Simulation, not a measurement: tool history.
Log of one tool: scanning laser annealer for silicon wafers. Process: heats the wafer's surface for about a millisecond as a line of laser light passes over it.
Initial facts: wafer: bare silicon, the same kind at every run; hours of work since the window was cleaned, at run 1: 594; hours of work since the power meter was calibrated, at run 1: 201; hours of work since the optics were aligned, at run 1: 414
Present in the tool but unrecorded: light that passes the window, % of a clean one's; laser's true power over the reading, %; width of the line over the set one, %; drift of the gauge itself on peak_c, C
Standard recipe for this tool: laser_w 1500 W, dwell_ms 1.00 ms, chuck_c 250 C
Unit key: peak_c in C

run,hour,laser_w,dwell_ms,chuck_c,hours of work since the window was cleaned,hours of work since the power meter was calibrated,hours of work since the optics were aligned,peak_c
1,0.0,1500,1.00,250,594,201,414,926
2,13.7,1500,1.00,250,600,207,420,928
3,35.7,1500,1.00,250,609,216,429,928
4,67.7,1642,1.00,250,622,228,441,981
5,81.8,1578,1.00,250,627,234,447,955
6,110.0,1578,1.00,250,639,245,458,955
7,127.6,1500,1.00,250,646,253,466,924
8,143.5,1500,0.71,250,652,259,472,800
9,170.4,1500,1.00,250,663,270,483,920
10,197.0,1500,1.00,250,674,280,493,923
11,214.5,1500,1.00,250,681,288,501,922
12,243.4,1500,1.00,250,692,299,512,920
13,257.8,1334,1.02,217,698,305,518,827
14,277.0,1334,0.86,239,706,313,526,791
# hour 286.2: window over the wafer cleaned
15,296.1,1526,1.02,239,4,320,533,961
# hour 302.8: optics aligned, line set to its width
16,323.1,1362,1.17,239,13,328,8,939
17,338.0,1397,1.16,250,19,334,14,963
18,364.2,1590,0.93,236,29,345,25,944
19,387.2,1590,0.93,236,39,354,34,941
20,410.8,1351,1.00,217,48,364,43,849
21,424.3,1604,1.15,287,54,369,49,1089
# hour 446.6: optics aligned, line set to its width, once more
22,453.3,1619,1.00,250,63,379,3,1002
23,476.1,1619,1.00,250,72,388,12,1001

Branching from run 23: 4 alternative next runs. What would each branch give?
A,492.4,1310,1.16,252,79,395,18,?
B,492.4,1613,0.98,288,79,395,18,?
C,492.4,1454,1.03,250,79,395,18,?
D,492.4,1500,1.07,252,79,395,18,?

run,peak_c
A,929
B,1029
C,946
D,982
With the hidden condition removed and each run's random variation left untouched, the same runs would have given:
run,peak_c
A,937
B,1037
C,954
D,991
